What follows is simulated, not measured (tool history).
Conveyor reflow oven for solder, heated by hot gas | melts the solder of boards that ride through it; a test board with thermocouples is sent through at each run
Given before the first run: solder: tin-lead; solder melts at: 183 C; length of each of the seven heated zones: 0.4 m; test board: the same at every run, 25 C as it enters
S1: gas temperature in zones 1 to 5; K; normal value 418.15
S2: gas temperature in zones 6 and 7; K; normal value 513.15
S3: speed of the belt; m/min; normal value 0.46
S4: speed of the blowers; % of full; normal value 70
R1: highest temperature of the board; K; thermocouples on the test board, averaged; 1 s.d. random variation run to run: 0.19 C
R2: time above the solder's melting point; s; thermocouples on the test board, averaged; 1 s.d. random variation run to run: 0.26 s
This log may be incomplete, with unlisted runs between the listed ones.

run 1 hour=0 | S1=418.15 S2=513.15 S3=0.46 S4=70 | R1=496.75 R2=88.2
run 2 hour=13.6 | S1=418.15 S2=513.15 S3=0.46 S4=70 | R1=496.85 R2=88.4
run 3 hour=24.4 | S1=418.15 S2=513.15 S3=0.46 S4=70 | R1=496.65 R2=88.5
run 4 hour=37.7 | S1=418.15 S2=513.15 S3=0.46 S4=70 | R1=497.05 R2=88.6
-- hour=48.8 flux residue cleaned out of gas plates and filters
run 5 hour=52.6 | S1=409.15 S2=513.15 S3=0.46 S4=70 | R1=499.05 R2=86.6
run 6 hour=64.1 | S1=409.15 S2=513.15 S3=0.46 S4=70 | R1=498.95 R2=86.6
run 7 hour=71.7 | S1=409.15 S2=513.15 S3=0.391 S4=70 | R1=503.25 R2=106.8
run 8 hour=84.1 | S1=418.15 S2=503.15 S3=0.46 S4=70 | R1=491.15 R2=83.9
run 9 hour=92.7 | S1=418.15 S2=503.15 S3=0.46 S4=70 | R1=490.95 R2=83.9
run 10 hour=106.1 | S1=418.15 S2=503.15 S3=0.46 S4=70 | R1=491.15 R2=84.3
run 11 hour=117 | S1=418.15 S2=515.15 S3=0.46 S4=70 | R1=501.45 R2=92.7
run 12 hour=123.7 | S1=418.15 S2=515.15 S3=0.46 S4=70 | R1=501.75 R2=92.8
run 13 hour=135.7 | S1=418.15 S2=515.15 S3=0.46 S4=70 | R1=501.85 R2=93.2
run 14 hour=144.2 | S1=418.15 S2=515.15 S3=0.523 S4=70 | R1=497.45 R2=78.1
run 15 hour=154.1 | S1=418.15 S2=515.15 S3=0.523 S4=70 | R1=497.35 R2=78.6
run 16 hour=166.5 | S1=418.15 S2=505.15 S3=0.523 S4=70 | R1=488.35 R2=70.8
run 17 hour=173.1 | S1=417.15 S2=517.15 S3=0.43 S4=63 | R1=503.05 R2=100.4
run 18 hour=181.3 | S1=417.15 S2=516.15 S3=0.479 S4=77 | R1=502.85 R2=89.7
run 19 hour=193.6 | S1=417.15 S2=516.15 S3=0.479 S4=77 | R1=502.55 R2=89.7
run 20 hour=206.9 | S1=410.15 S2=509.15 S3=0.475 S4=51 | R1=487.05 R2=70.5
run 21 hour=218.6 | S1=410.15 S2=525.15 S3=0.475 S4=83 | R1=511.65 R2=93.5
run 22 hour=229.3 | S1=418.15 S2=514.15 S3=0.46 S4=87 | R1=503.95 R2=94.8
run 23 hour=243.4 | S1=406.15 S2=513.15 S3=0.46 S4=70 | R1=497.65 R2=83.7
run 24 hour=253.1 | S1=406.15 S2=513.15 S3=0.46 S4=70 | R1=497.55 R2=83.8
run 25 hour=266.9 | S1=426.15 S2=509.15 S3=0.46 S4=70 | R1=496.75 R2=93.9
run 26 hour=278 | S1=426.15 S2=509.15 S3=0.398 S4=61 | R1=498.35 R2=110.4
run 27 hour=285.9 | S1=426.15 S2=519.15 S3=0.424 S4=61 | R1=505.95 R2=109
run 28 hour=299.9 | S1=426.15 S2=519.15 S3=0.424 S4=61 | R1=505.85 R2=109.1
run 29 hour=310.8 | S1=424.15 S2=512.15 S3=0.524 S4=87 | R1=499.45 R2=82.5
run 30 hour=323 | S1=424.15 S2=512.15 S3=0.386 S4=53 | R1=499.55 R2=113.6

Run by run, hidden condition taken away, random variation retained:
Unlogged tool condition in this case: heat that the gas passes to the board, % of a clean oven's; belt's true speed, % of the reading; true gas temperature in zones 6 and 7 over the reading, C; drift of the gauge itself on peak_c, C; drift of the gauge itself on liquid_s, %.
run=1 R1=499.25 R2=90
run=2 R1=499.45 R2=90.1
run=3 R1=499.25 R2=90.3
run=4 R1=499.65 R2=90.5
run=5 R1=498.25 R2=85.1
run=6 R1=498.25 R2=85.2
run=7 R1=502.55 R2=105.2
run=8 R1=490.45 R2=82.5
run=9 R1=490.35 R2=82.4
run=10 R1=490.55 R2=82.9
run=11 R1=500.95 R2=91.4
run=12 R1=501.25 R2=91.5
run=13 R1=501.35 R2=91.8
run=14 R1=497.05 R2=77
run=15 R1=497.05 R2=77.5
run=16 R1=488.15 R2=69.8
run=17 R1=502.65 R2=98.9
run=18 R1=502.55 R2=88.5
run=19 R1=502.45 R2=88.6
run=20 R1=486.75 R2=69.3
run=21 R1=511.75 R2=92.3
run=22 R1=503.85 R2=93.7
run=23 R1=497.75 R2=82.8
run=24 R1=497.65 R2=83
run=25 R1=496.65 R2=92.7
run=26 R1=498.05 R2=108.7
run=27 R1=505.85 R2=107.4
run=28 R1=505.75 R2=107.5
run=29 R1=499.85 R2=81.7
run=30 R1=499.25 R2=111.8
